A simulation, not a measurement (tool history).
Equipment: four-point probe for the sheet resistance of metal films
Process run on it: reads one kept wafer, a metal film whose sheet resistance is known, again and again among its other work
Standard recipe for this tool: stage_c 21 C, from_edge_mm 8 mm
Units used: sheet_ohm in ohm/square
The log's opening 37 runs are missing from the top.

run,hour,stage_c,from_edge_mm,sheet_ohm
38,1761.7,32,4,0.454761
39,1814.4,32,4,0.454799
40,1847.7,24,10,0.448323
41,1901.9,34,3,0.463658
42,1960.0,34,3,0.463928
43,2020.6,26,36,0.444545
44,2082.8,26,36,0.444391
45,2125.0,22,3,0.472329

Each row is a separate what-if for the run after 45, all from the same tool condition, not one after another. Results?
A,2162.8,22,3,?
B,2162.8,18,7,?
C,2162.8,23,11,?

run,sheet_ohm
A,0.472218
B,0.454817
C,0.448404
Stripped of hidden state, with their random variation kept, the same runs would have yielded:
run,sheet_ohm
A,0.477042
B,0.459482
C,0.453003
